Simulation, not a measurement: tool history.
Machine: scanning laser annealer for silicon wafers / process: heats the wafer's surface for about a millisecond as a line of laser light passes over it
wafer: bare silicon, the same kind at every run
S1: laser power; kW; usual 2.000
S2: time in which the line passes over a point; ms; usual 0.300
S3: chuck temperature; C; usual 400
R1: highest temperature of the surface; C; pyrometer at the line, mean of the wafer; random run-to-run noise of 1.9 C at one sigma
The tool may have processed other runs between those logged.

run,hour,S1,S2,S3,R1
1,0.0,2.000,0.300,400,1104
2,11.7,2.000,0.300,400,1104
3,17.7,2.000,0.300,400,1103
4,28.1,2.000,0.300,400,1103
5,36.2,2.000,0.300,400,1103
6,41.1,2.000,0.344,400,1150
7,51.8,2.000,0.344,400,1151
8,59.9,2.000,0.280,367,1046
# hour 63.6: laser's power meter calibrated
9,74.3,1.822,0.300,388,1027
10,80.1,1.822,0.300,388,1023
11,85.6,2.000,0.300,393,1096
12,93.0,2.000,0.300,393,1093
13,97.8,2.027,0.345,372,1128

Measured less the same run without the tool's hidden state. The same run-to-run variation is in both; the gauge's scatter may not be:
What the log doesn't record here: light that passes the window, % of a clean one's; laser's true power over the reading, %; width of the line over the set one, %; drift of the gauge itself on peak_c, C.
run,R1
1,-29
2,-30
3,-30
4,-30
5,-30
6,-32
7,-32
8,-30
9,-29
10,-29
11,-31
12,-32
13,-35
